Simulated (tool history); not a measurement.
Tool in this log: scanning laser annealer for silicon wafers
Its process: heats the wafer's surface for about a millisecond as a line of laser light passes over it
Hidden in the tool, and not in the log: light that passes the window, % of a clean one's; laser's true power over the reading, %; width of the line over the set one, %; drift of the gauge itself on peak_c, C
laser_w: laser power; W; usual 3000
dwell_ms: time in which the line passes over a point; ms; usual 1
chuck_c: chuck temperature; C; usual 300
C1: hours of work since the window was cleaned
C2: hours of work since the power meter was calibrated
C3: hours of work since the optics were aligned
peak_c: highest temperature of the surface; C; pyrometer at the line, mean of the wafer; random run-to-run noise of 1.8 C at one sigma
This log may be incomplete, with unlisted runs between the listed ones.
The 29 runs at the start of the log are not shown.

Run 30, day 81.529: usual settings but laser_w 2812 W, chuck_c 327 C; C1 851; C2 2202; C3 503. Result: peak_c 999 C.
At day 82.254: window over the wafer cleaned.
Run 31, day 85.329: usual settings but laser_w 2935 W, dwell_ms 0.83 ms, chuck_c 286 C; C1 37; C2 2247; C3 547. Result: peak_c 953 C.
Run 32, day 88.692: usual settings but laser_w 2935 W, dwell_ms 0.83 ms, chuck_c 286 C; C1 77; C2 2287; C3 588. Result: peak_c 956 C.
Run 33, day 91.067: usual settings but laser_w 2935 W, dwell_ms 0.83 ms, chuck_c 286 C; C1 106; C2 2316; C3 616. Result: peak_c 953 C.
Run 34, day 94.825: usual settings but laser_w 3192 W, dwell_ms 0.8 ms, chuck_c 321 C; C1 151; C2 2361; C3 662. Result: peak_c 1036 C.
Run 35, day 98.092: usual settings but laser_w 3170 W, dwell_ms 0.8 ms, chuck_c 303 C; C1 190; C2 2400; C3 701. Result: peak_c 1009 C.
Run 36, day 101.8: usual settings but laser_w 2776 W, dwell_ms 1.08 ms, chuck_c 287 C; C1 235; C2 2445; C3 745. Result: peak_c 1000 C.
Run 37, day 105.054: usual settings but dwell_ms 0.99 ms; C1 274; C2 2484; C3 784. Result: peak_c 1038 C.
Run 38, day 108.729: usual settings but laser_w 3216 W; C1 318; C2 2528; C3 829. Result: peak_c 1098 C.
Run 39, day 111.079: usual settings but laser_w 3216 W; C1 346; C2 2556; C3 857. Result: peak_c 1098 C.
Run 40, day 113.767: usual settings but laser_w 3097 W, chuck_c 276 C; C1 379; C2 2589; C3 889. Result: peak_c 1042 C.
Run 41, day 116.108: usual settings but laser_w 3097 W, chuck_c 276 C; C1 407; C2 2617; C3 917. Result: peak_c 1037 C.
Run 42, day 118.954: usual settings but laser_w 3299 W, dwell_ms 0.93 ms, chuck_c 276 C; C1 441; C2 2651; C3 952. Result: peak_c 1060 C.

Predict each of these 3 candidate next runs independently; none follows another, all start after run 42:
Run A, day 120.588: usual settings but laser_w 3257 W, dwell_ms 0.93 ms, chuck_c 276 C; C1 461; C2 2671; C3 971. Result: peak_c ?.
Run B, day 120.588: usual settings but laser_w 2704 W, dwell_ms 0.71 ms, chuck_c 317 C; C1 461; C2 2671; C3 971. Result: peak_c ?.
Run C, day 120.588: usual settings but laser_w 3116 W, dwell_ms 1.16 ms; C1 461; C2 2671; C3 971. Result: peak_c ?.

run  peak_c
  A    1053
  B     871
  C    1123
With no hidden state in the tool, these same runs would have given:
run  peak_c
  A    1070
  B     883
  C    1141

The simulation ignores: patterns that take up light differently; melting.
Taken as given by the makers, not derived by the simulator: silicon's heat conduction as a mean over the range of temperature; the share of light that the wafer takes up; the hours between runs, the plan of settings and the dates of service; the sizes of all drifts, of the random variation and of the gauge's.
